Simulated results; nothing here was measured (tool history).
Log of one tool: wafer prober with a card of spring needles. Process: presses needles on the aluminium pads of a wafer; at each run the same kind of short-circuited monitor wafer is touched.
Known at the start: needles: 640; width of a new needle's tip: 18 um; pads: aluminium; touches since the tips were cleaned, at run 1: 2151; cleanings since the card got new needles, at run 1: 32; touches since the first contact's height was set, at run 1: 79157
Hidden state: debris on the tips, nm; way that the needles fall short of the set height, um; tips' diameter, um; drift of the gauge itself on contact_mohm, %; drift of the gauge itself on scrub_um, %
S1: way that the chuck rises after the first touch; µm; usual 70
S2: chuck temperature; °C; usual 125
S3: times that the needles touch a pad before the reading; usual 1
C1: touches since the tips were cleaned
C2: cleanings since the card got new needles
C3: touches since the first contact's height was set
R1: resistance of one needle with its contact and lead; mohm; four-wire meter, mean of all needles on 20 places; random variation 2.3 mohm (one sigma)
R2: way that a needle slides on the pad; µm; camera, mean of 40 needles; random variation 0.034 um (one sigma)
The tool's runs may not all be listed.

run,hour,S1,S2,S3,C1,C2,C3,R1,R2
1,0.0,70,125,1,2151,32,79157,256,17.03
# hour 10.0: tips cleaned on abrasive film
# hour 23.3: tips cleaned on abrasive film
2,32.5,70,65,1,5895,34,99910,244,17.01
# hour 37.2: tips cleaned on abrasive film
# hour 51.9: tips cleaned on abrasive film
3,57.4,70,125,1,3532,36,115787,258,17.03
# hour 65.7: tips cleaned on abrasive film
# hour 78.7: tips cleaned on abrasive film
4,78.7,70,125,1,0,38,129336,259,17.06
# hour 92.1: tips cleaned on abrasive film
# hour 105.0: tips cleaned on abrasive film
5,110.6,70,125,3,3632,40,149750,256,17.02
# hour 119.0: tips cleaned on abrasive film
# hour 132.4: tips cleaned on abrasive film
# hour 145.3: tips cleaned on abrasive film
6,145.3,70,125,3,0,43,171840,261,16.98
# hour 157.5: tips cleaned on abrasive film
# hour 169.9: tips cleaned on abrasive film
# hour 170.2: height of the first contact set anew
7,170.9,70,125,3,474,45,474,256,16.97
# hour 183.4: tips cleaned on abrasive film
# hour 196.6: tips cleaned on abrasive film
8,202.1,70,125,1,3569,47,20413,257,17.03
# hour 208.9: tips cleaned on abrasive film
# hour 223.6: tips cleaned on abrasive film
9,225.4,70,125,1,1200,49,35274,256,17.06
# hour 237.7: tips cleaned on abrasive film
# hour 250.6: tips cleaned on abrasive film
10,253.3,70,112,1,1743,51,53080,256,17.05
# hour 263.0: tips cleaned on abrasive film
# hour 276.5: tips cleaned on abrasive film
11,277.6,70,112,1,683,53,68534,252,16.99
# hour 288.6: tips cleaned on abrasive film
# hour 300.5: tips cleaned on abrasive film
12,308.7,70,78,1,5297,55,88436,247,17.05
# hour 313.7: tips cleaned on abrasive film
# hour 326.1: tips cleaned on abrasive film
13,333.9,70,78,1,5018,57,104501,246,17.00
# hour 338.1: tips cleaned on abrasive film
# hour 350.6: tips cleaned on abrasive film
14,353.4,70,78,1,1768,59,116872,245,16.98
# hour 365.0: tips cleaned on abrasive film
# hour 377.2: tips cleaned on abrasive film
15,385.3,70,78,1,5202,61,137259,246,16.97
# hour 390.9: tips cleaned on abrasive film
# hour 403.3: tips cleaned on abrasive film
16,412.9,57,98,1,6178,63,154877,256,13.83
# hour 415.9: tips cleaned on abrasive film
# hour 429.7: tips cleaned on abrasive film
# hour 443.6: tips cleaned on abrasive film
17,451.1,77,67,1,4817,66,179280,244,18.69
# hour 456.2: tips cleaned on abrasive film
# hour 466.8: height of the first contact set anew
# hour 469.0: tips cleaned on abrasive film
18,469.2,70,125,3,127,68,1493,261,17.05
# hour 481.4: tips cleaned on abrasive film
19,489.2,70,125,3,4962,69,14261,258,16.95
# hour 494.1: tips cleaned on abrasive film
# hour 506.5: tips cleaned on abrasive film
# hour 519.5: tips cleaned on abrasive film
20,524.3,80,125,2,3114,72,36667,256,19.44
# hour 531.3: tips cleaned on abrasive film
21,542.3,76,125,2,7054,73,48172,255,18.45
# hour 545.3: tips cleaned on abrasive film
# hour 558.1: tips cleaned on abrasive film
# hour 572.7: tips cleaned on abrasive film
22,575.4,70,55,3,1699,76,69243,238,17.07
# hour 586.1: tips cleaned on abrasive film
# hour 599.2: tips cleaned on abrasive film
23,607.2,63,81,1,5195,78,89595,251,15.34
# hour 611.5: tips cleaned on abrasive film
# hour 624.4: tips cleaned on abrasive film
# hour 636.5: tips cleaned on abrasive film
24,645.7,56,68,1,5950,81,114134,252,13.64
# hour 648.7: tips cleaned on abrasive film
# hour 660.7: tips cleaned on abrasive film
# hour 673.5: tips cleaned on abrasive film
25,676.2,56,68,1,1727,84,133533,251,13.57
# hour 688.0: tips cleaned on abrasive film
# hour 700.8: tips cleaned on abrasive film
26,709.6,56,68,1,5636,86,154875,252,13.60
# hour 713.1: tips cleaned on abrasive film
# hour 725.7: tips cleaned on abrasive film
# hour 738.6: tips cleaned on abrasive film
27,746.4,58,68,1,5038,89,178375,249,14.12
# hour 751.9: tips cleaned on abrasive film
# hour 761.5: height of the first contact set anew
# hour 764.1: tips cleaned on abrasive film
28,767.1,70,110,1,1974,91,3531,254,16.99
# hour 776.0: tips cleaned on abrasive film
# hour 789.5: tips cleaned on abrasive film
29,789.5,70,27,1,0,93,17780,230,16.99

4 ways to go on from here, each from the tool as it stands after run 29. What would each give?
# hour 801.5: tips cleaned on abrasive film
# hour 814.9: tips cleaned on abrasive film
A,820.2,70,118,3,3371,95,37374,?,?
# hour 801.5: tips cleaned on abrasive film
# hour 814.9: tips cleaned on abrasive film
B,820.2,70,27,2,3371,95,37374,?,?
# hour 801.5: tips cleaned on abrasive film
# hour 814.9: tips cleaned on abrasive film
C,820.2,82,125,2,3371,95,37374,?,?
# hour 801.5: tips cleaned on abrasive film
# hour 814.9: tips cleaned on abrasive film
D,820.2,71,56,1,3371,95,37374,?,?

run,R1,R2
A,253,17.01
B,233,17.04
C,256,19.89
D,239,17.19
Without the tool's hidden state the same runs would have given:
run,R1,R2
A,253,17.01
B,232,17.05
C,256,19.90
D,238,17.19
